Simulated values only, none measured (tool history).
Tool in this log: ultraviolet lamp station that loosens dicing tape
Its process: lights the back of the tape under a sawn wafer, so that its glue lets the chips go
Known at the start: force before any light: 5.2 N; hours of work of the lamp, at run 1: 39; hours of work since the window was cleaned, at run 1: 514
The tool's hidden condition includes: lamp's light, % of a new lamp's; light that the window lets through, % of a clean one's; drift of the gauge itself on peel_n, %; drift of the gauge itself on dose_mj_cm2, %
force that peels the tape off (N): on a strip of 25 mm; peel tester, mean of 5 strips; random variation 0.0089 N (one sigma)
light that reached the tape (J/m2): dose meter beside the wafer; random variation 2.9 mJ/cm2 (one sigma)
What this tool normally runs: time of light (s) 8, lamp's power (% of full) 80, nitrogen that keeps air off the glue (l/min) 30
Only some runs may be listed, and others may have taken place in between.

| run | hour | time of light (s) | lamp's power (% of full) | nitrogen that keeps air off the glue (l/min) | hours of work of the lamp | hours of work since the window was cleaned | force that peels the tape off (N) | light that reached the tape (J/m2) |
|---|---|---|---|---|---|---|---|---|
| 1 | 0 | 8 | 80 | 30 | 39 | 514 | 0.447 | 3740 |
| 2 | 31.7 | 8 | 99 | 30 | 62 | 536 | 0.32 | 4620 |
|  | 43.8 | window cleaned of glue's vapour |
| 3 | 64 | 5 | 80 | 30 | 84 | 14 | 1.09 | 2170 |
| 4 | 91.5 | 8 | 67 | 30 | 104 | 34 | 0.745 | 2880 |
| 5 | 113.3 | 8 | 67 | 13 | 119 | 49 | 1.194 | 2870 |
| 6 | 130.8 | 8 | 94 | 30 | 132 | 62 | 0.441 | 3920 |
| 7 | 164.6 | 11 | 80 | 30 | 156 | 86 | 0.331 | 4480 |
| 8 | 199 | 5 | 80 | 30 | 180 | 110 | 1.219 | 2010 |
|  | 229.6 | window cleaned of glue's vapour, once more |
| 9 | 237.6 | 5 | 80 | 30 | 207 | 6 | 0.955 | 2410 |
| 10 | 271 | 5 | 80 | 30 | 231 | 29 | 1.027 | 2360 |
| 11 | 294.7 | 5 | 80 | 30 | 248 | 46 | 0.998 | 2300 |
| 12 | 326.9 | 13 | 80 | 30 | 270 | 69 | 0.241 | 5860 |
| 13 | 351.7 | 13 | 80 | 30 | 288 | 87 | 0.239 | 5870 |
| 14 | 377 | 8 | 79 | 30 | 306 | 105 | 0.52 | 3490 |
| 15 | 412 | 13 | 80 | 28 | 331 | 129 | 0.256 | 5670 |
| 16 | 435.5 | 5 | 68 | 54 | 347 | 146 | 1.107 | 1820 |
| 17 | 465.1 | 5 | 68 | 54 | 368 | 167 | 1.144 | 1790 |
| 18 | 507.3 | 14 | 69 | 15 | 398 | 197 | 0.442 | 5010 |
| 19 | 544.5 | 14 | 76 | 15 | 425 | 223 | 0.374 | 5340 |
| 20 | 578.8 | 8 | 61 | 30 | 449 | 248 | 0.935 | 2380 |
| 21 | 606.1 | 7 | 84 | 28 | 468 | 267 | 0.746 | 2870 |

What does the tool deliver on the next run?
| 22 | 647.3 | 8 | 80 | 10 | 498 | 296 | ? | ? |

{"run 22": {"force that peels the tape off (N)": 1.184, "light that reached the tape (J/m2)": 3060}}
With no hidden state in the tool, this same run would have given force that peels the tape off (N) 0.713, light that reached the tape (J/m2) 4290.
